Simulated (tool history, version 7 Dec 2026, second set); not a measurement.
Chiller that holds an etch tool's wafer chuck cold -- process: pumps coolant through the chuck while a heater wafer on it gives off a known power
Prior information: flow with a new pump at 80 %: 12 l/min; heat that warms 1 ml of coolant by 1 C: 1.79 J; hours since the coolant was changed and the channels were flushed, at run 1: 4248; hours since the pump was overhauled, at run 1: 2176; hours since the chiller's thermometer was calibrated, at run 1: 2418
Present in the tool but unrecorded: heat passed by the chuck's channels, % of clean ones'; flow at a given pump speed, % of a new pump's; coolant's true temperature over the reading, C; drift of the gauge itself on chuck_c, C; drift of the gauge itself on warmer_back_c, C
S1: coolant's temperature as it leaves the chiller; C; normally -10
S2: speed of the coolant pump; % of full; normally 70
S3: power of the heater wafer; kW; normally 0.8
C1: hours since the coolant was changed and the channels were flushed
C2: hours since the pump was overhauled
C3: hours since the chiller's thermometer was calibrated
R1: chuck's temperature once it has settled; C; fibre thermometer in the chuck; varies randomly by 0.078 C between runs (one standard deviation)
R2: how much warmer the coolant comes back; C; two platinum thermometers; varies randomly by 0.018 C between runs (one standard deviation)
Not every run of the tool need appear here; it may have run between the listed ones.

run,hour,S1,S2,S3,C1,C2,C3,R1,R2
1,0,-10,70,0.8,4248,2176,2418,-1.12,2.54
2,82.2,-10,70,0.599,4331,2259,2500,-3.27,1.91
3,174,-10,97,0.599,4422,2350,2592,-4.38,1.4
4,231.1,-10,97,0.599,4480,2408,2649,-4.42,1.37
5,299.9,-10,70,0.8,4548,2476,2717,-1.12,2.55
6,358.1,-10,70,0.56,4607,2535,2776,-3.85,1.79
7,402.5,-10,70,0.56,4651,2579,2820,-3.82,1.77
8,484.6,-10,70,0.8,4733,2661,2902,-1.02,2.57
9,540.2,-10,70,0.814,4789,2717,2958,-1.11,2.6
10,641.5,-10,70,0.814,4890,2818,3059,-0.89,2.61
11,732.2,-10,70,0.814,4981,2909,3150,-0.9,2.59
12,800.1,-10,70,0.814,5049,2977,3218,-1.06,2.62
13,869.2,-10,70,0.8,5118,3046,3287,-1.14,2.55
14,935.7,-10,70,0.8,5184,3112,3353,-0.94,2.59
15,984.2,-10,70,0.8,5233,3161,3402,-1.05,2.57
16,1055.5,-10,70,0.8,5304,3232,3473,-1.12,2.55
17,1140.8,-10,70,0.581,5389,3317,3558,-3.45,1.82
18,1217.5,-10,70,0.581,5466,3394,3635,-3.56,1.83
19,1270.4,-8,86,0.581,5519,3447,3688,-2.11,1.51
20,1363.2,-10,70,0.429,5612,3540,3781,-5.1,1.4
21,1453.8,-10,99,0.8,5702,3630,3871,-2.54,1.79
22,1537.8,-20,87,0.737,5786,3714,3955,-12.56,1.89
23,1639.3,-20,87,0.737,5888,3816,4057,-12.53,1.89
# hour 1696.2: chiller's thermometer calibrated
24,1717.3,-12,66,0.872,5965,3893,21,-1.82,2.97
25,1762.9,-1,70,0.459,6010,3938,67,4.39,1.46
26,1825.3,-1,70,0.459,6073,4001,129,4.39,1.46
27,1916.4,-18,70,0.442,6164,4092,220,-12.83,1.39
28,2004.2,-18,70,0.442,6252,4180,308,-12.91,1.39
29,2089.2,-17,82,0.448,6337,4265,393,-12.2,1.26
30,2161.6,-16,86,0.519,6409,4337,465,-10.38,1.36
31,2248.5,-10,84,0.614,6496,4424,552,-3.5,1.65

What does the tool deliver on the next run?
# hour 2321.5: coolant changed, channels flushed
32,2341.2,-10,61,0.624,20,4511,639,?,?

{"run 32": {"R1": -2.19, "R2": 2.28}}
The same run, on a tool lacking any hidden state, would have yielded R1 -2.53 C, R2 2.28 C.
